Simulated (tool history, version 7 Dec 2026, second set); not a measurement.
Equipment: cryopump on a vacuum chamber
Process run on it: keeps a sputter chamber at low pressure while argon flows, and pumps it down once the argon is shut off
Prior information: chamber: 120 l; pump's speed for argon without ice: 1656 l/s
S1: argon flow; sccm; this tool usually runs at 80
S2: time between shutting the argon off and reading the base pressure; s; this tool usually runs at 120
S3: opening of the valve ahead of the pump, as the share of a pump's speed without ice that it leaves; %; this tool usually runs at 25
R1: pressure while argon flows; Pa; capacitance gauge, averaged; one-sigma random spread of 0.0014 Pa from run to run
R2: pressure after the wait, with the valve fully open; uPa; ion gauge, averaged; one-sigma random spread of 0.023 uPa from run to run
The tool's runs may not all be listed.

{"run": 1, "day": 0.0, "S1": 80, "S2": 120, "S3": 25, "R1": 0.3399, "R2": 1.19}
{"run": 2, "day": 0.688, "S1": 80, "S2": 78, "S3": 25, "R1": 0.3392, "R2": 1.55}
{"run": 3, "day": 1.558, "S1": 80, "S2": 78, "S3": 25, "R1": 0.3383, "R2": 1.56}
{"run": 4, "day": 2.617, "S1": 80, "S2": 78, "S3": 25, "R1": 0.3413, "R2": 1.56}
{"run": 5, "day": 3.629, "S1": 80, "S2": 120, "S3": 21, "R1": 0.3992, "R2": 1.24}
{"run": 6, "day": 4.942, "S1": 80, "S2": 120, "S3": 25, "R1": 0.3405, "R2": 1.22}
{"run": 7, "day": 5.608, "S1": 80, "S2": 120, "S3": 25, "R1": 0.3422, "R2": 1.25}
{"day": 6.908, "done": "pump warmed up, emptied and cooled again"}
{"run": 8, "day": 7.046, "S1": 80, "S2": 120, "S3": 25, "R1": 0.3274, "R2": 1.16}
{"run": 9, "day": 8.021, "S1": 151, "S2": 120, "S3": 25, "R1": 0.6215, "R2": 1.17}
{"run": 10, "day": 9.204, "S1": 151, "S2": 120, "S3": 25, "R1": 0.6157, "R2": 1.13}
{"run": 11, "day": 10.329, "S1": 105, "S2": 190, "S3": 25, "R1": 0.4321, "R2": 0.92}
{"run": 12, "day": 11.012, "S1": 66, "S2": 176, "S3": 45, "R1": 0.1512, "R2": 0.93}
{"run": 13, "day": 11.929, "S1": 66, "S2": 176, "S3": 45, "R1": 0.1523, "R2": 1}
{"run": 14, "day": 12.975, "S1": 94, "S2": 48, "S3": 45, "R1": 0.2163, "R2": 2.06}
{"run": 15, "day": 14.075, "S1": 94, "S2": 48, "S3": 45, "R1": 0.2188, "R2": 2.11}
{"run": 16, "day": 15.3, "S1": 80, "S2": 108, "S3": 25, "R1": 0.3306, "R2": 1.24}
{"run": 17, "day": 16.542, "S1": 120, "S2": 107, "S3": 25, "R1": 0.4973, "R2": 1.31}
{"run": 18, "day": 17.45, "S1": 80, "S2": 253, "S3": 25, "R1": 0.3328, "R2": 0.86}
{"run": 19, "day": 18.138, "S1": 83, "S2": 52, "S3": 39, "R1": 0.2235, "R2": 1.99}
{"run": 20, "day": 19.038, "S1": 83, "S2": 163, "S3": 39, "R1": 0.2235, "R2": 1.06}

What if the next run were any one of these 4? Each begins from the tool's condition after run 20:
{"run": "A", "day": 19.846, "S1": 120, "S2": 108, "S3": 56, "R1": "?", "R2": "?"}
{"run": "B", "day": 19.846, "S1": 113, "S2": 21, "S3": 25, "R1": "?", "R2": "?"}
{"run": "C", "day": 19.846, "S1": 80, "S2": 22, "S3": 57, "R1": "?", "R2": "?"}
{"run": "D", "day": 19.846, "S1": 118, "S2": 52, "S3": 25, "R1": "?", "R2": "?"}

run=A R1=0.2277 R2=1.31
run=B R1=0.4697 R2=4.17
run=C R1=0.15 R2=3.95
run=D R1=0.489 R2=2.07
Stripped of hidden state, with their random variation kept, the same runs would have yielded:
run=A R1=0.2185 R2=0.88
run=B R1=0.4611 R2=3.73
run=C R1=0.1438 R2=3.52
run=D R1=0.48 R2=1.64
